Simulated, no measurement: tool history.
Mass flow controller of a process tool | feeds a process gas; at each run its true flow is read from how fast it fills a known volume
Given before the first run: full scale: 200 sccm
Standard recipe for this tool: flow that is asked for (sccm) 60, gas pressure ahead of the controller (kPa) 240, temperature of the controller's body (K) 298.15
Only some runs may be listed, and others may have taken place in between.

| run | hour | flow that is asked for (sccm) | gas pressure ahead of the controller (kPa) | temperature of the controller's body (K) | true flow (%) |
|---|---|---|---|---|---|
| 1 | 0.0 | 60 | 240 | 298.15 | 99.00 |
| 2 | 216.5 | 60 | 240 | 298.15 | 98.92 |
| 3 | 467.5 | 60 | 240 | 298.15 | 98.81 |
| 4 | 874.8 | 60 | 240 | 298.15 | 98.48 |
| 5 | 1167.6 | 60 | 240 | 298.15 | 98.46 |
| 6 | 1416.1 | 60 | 240 | 298.15 | 98.16 |
| 7 | 1627.9 | 60 | 240 | 298.15 | 98.08 |
| 8 | 1942.6 | 60 | 240 | 305.15 | 97.68 |
| 9 | 2251.0 | 60 | 188 | 298.15 | 98.07 |
| 10 | 2594.1 | 60 | 188 | 298.15 | 97.83 |
| 11 | 2897.2 | 60 | 188 | 298.15 | 97.68 |
| 12 | 3202.5 | 60 | 188 | 294.15 | 97.54 |
| 13 | 3509.5 | 60 | 188 | 294.15 | 97.26 |
| 14 | 3842.1 | 60 | 240 | 298.15 | 96.79 |
| 15 | 4006.7 | 60 | 240 | 298.15 | 96.69 |
| 16 | 4242.2 | 60 | 240 | 298.15 | 96.55 |
|  | 4407.7 | gauge calibrated |
| 17 | 4444.4 | 60 | 240 | 298.15 | 99.00 |
| 18 | 4784.9 | 27 | 240 | 298.15 | 98.61 |
| 19 | 5018.2 | 27 | 240 | 298.15 | 98.59 |
|  | 5170.1 | controller's zero set anew |
| 20 | 5186.7 | 60 | 240 | 298.15 | 98.47 |
| 21 | 5390.5 | 60 | 240 | 298.15 | 98.46 |
| 22 | 5670.4 | 60 | 240 | 298.15 | 98.09 |
| 23 | 5979.7 | 60 | 240 | 298.15 | 98.00 |
| 24 | 6242.4 | 60 | 272 | 298.15 | 97.78 |
| 25 | 6524.9 | 60 | 272 | 298.15 | 97.52 |
| 26 | 6880.4 | 88 | 261 | 306.15 | 97.44 |

Estimate the outcome of run 27 from the log above:
| 27 | 7158.4 | 80 | 240 | 294.15 | ? |

{"run 27": {"true flow (%)": 97.65}}
With no hidden state in the tool, this same run would have given true flow (%) 99.25.

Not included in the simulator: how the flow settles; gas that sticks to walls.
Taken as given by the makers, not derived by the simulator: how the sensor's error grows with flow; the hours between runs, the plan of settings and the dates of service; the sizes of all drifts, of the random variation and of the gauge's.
